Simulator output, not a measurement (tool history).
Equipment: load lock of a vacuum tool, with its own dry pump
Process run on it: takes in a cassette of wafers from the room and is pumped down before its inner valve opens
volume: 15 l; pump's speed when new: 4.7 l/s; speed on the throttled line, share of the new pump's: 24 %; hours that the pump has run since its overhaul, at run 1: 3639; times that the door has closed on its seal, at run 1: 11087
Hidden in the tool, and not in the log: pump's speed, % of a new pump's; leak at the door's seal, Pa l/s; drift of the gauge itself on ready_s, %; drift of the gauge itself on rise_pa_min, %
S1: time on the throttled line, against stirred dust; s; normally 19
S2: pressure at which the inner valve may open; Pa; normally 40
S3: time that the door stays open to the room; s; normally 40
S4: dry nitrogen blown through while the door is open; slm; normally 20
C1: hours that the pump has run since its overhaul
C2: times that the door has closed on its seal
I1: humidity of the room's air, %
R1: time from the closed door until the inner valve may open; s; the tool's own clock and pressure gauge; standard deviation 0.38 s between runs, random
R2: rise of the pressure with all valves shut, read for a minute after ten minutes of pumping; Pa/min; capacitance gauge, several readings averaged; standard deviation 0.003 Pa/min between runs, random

run	hour	S1	S2	S3	S4	C1	C2	I1	R1	R2
1	0.0	19	40	40	20	3639	11087	46.7	39.2	0.039
2	104.8	19	40	40	20	3744	11528	45.7	39.2	0.042
3	173.5	19	76	40	20	3813	11817	46.2	37.0	0.044
4	245.8	19	76	40	20	3885	12121	46.7	37.0	0.043
5	350.7	19	62	40	20	3990	12562	41.4	38.4	0.044
6	455.9	19	62	40	20	4095	13004	43.3	37.2	0.043
7	517.6	13	40	40	20	4157	13263	47.5	34.4	0.046
8	630.5	13	40	40	20	4270	13738	44.8	34.5	0.045
9	745.8	19	40	40	20	4385	14223	41.9	39.8	0.047
10	868.8	19	40	40	20	4508	14740	46.4	38.9	0.041
11	941.1	37	40	40	20	4580	15044	43.9	53.7	0.039
12	1067.0	37	40	40	20	4706	15573	44.5	53.4	0.042
13	1155.2	37	40	40	20	4794	15944	43.9	52.9	0.040
14	1226.9	37	40	40	20	4866	16245	49.5	52.5	0.047
15	1338.9	19	40	40	8	4978	16716	43.1	38.9	0.057
16	1452.0	19	40	40	8	5091	17192	44.8	39.5	0.057
17	1522.5	19	29	48	8	5162	17489	48.3	39.8	0.070
18	1614.4	19	29	48	8	5254	17875	48.4	39.7	0.070
19	1680.5	19	29	48	8	5320	18153	47.1	40.0	0.064
20	1808.9	23	32	40	39	5448	18693	45.6	43.1	0.033
21	1867.4	23	32	40	39	5507	18939	47.7	42.8	0.031
22	1961.2	19	40	114	20	5600	19333	46.2	39.4	0.067
23	2068.6	11	40	42	5	5708	19784	45.5	33.7	0.070
24	2181.7	11	40	42	5	5821	20260	44.0	33.1	0.068
25	2240.4	26	40	30	4	5880	20507	44.5	45.3	0.068

Estimate the outcome of run 26 from the log above:
26	2344.9	26	40	30	4	5984	20946	46.0	?	?

R1: 44.9 s
R2: 0.061 Pa/min
If the tool had no hidden condition, the same run with the same run-to-run variation would have returned R1 44.9 s, R2 0.060 Pa/min.
